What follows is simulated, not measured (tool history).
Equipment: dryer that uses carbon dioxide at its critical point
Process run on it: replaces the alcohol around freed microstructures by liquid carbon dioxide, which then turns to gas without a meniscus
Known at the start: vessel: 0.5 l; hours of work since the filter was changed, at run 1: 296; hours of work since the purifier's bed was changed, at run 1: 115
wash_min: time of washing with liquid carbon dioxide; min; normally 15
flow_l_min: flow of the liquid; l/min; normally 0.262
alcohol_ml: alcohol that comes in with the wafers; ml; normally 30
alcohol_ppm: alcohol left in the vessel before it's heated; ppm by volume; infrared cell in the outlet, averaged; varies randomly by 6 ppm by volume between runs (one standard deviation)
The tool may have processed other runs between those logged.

run	hour	wash_min	flow_l_min	alcohol_ml	hours of work since the filter was changed	hours of work since the purifier's bed was changed	alcohol_ppm
1	0.0	15	0.262	30	296	115	408
2	5.0	15	0.262	30	300	119	408
3	12.8	20	0.262	30	306	125	95
4	20.3	16	0.262	30	311	130	309
5	25.4	15	0.220	30	315	134	921
6	34.7	15	0.220	22	322	141	693
# hour 40.6: inlet filter changed
7	41.0	15	0.262	30	0	145	246
8	47.7	15	0.262	30	5	150	254
9	54.9	15	0.262	30	11	156	259
10	64.6	15	0.262	40	18	163	331
11	74.7	15	0.262	40	26	171	347
12	81.5	15	0.262	40	31	176	337
13	86.1	15	0.262	61	35	180	503
14	92.9	15	0.262	61	40	185	532
15	102.3	15	0.262	61	47	192	542
16	110.7	15	0.262	61	54	199	546
17	119.7	15	0.262	61	61	206	552
18	125.3	15	0.262	61	65	210	563
19	133.4	15	0.262	30	71	216	285
20	140.3	15	0.262	30	76	221	299
21	148.2	15	0.262	30	82	227	296
22	156.9	15	0.262	30	89	234	299
23	163.3	15	0.262	30	94	239	304
24	171.2	15	0.262	30	100	245	313
25	176.4	15	0.262	30	104	249	315
26	186.0	10	0.262	66	111	256	3638
27	193.2	15	0.262	33	117	262	347
28	201.2	15	0.262	67	123	268	677
29	209.0	15	0.307	52	129	274	248
30	218.4	15	0.307	52	136	281	255
31	224.9	17	0.252	35	141	286	258
32	235.7	17	0.252	35	149	294	268
33	245.5	15	0.345	42	157	302	135
34	250.9	16	0.363	30	161	306	77
35	258.7	15	0.210	31	167	312	930
36	269.2	15	0.210	31	175	320	979
37	278.4	15	0.210	31	182	327	972
38	289.2	14	0.160	31	190	335	3143
39	299.8	14	0.160	31	198	343	3159
40	307.2	17	0.275	31	204	349	189
41	312.7	18	0.321	64	208	353	124
42	317.7	18	0.321	64	212	357	130
43	326.4	18	0.321	64	219	364	118
44	333.2	9	0.163	54	224	369	15499

Alternative continuations, all from the tool just after run 44; predict every row:
A	337.8	23	0.265	26	227	372	?
B	337.8	15	0.163	54	227	372	?
C	337.8	16	0.262	30	227	372	?

run	alcohol_ppm
A	93
B	4372
C	318
With the hidden condition removed and each run's random variation left untouched, the same runs would have given:
run	alcohol_ppm
A	21
B	3271
C	161
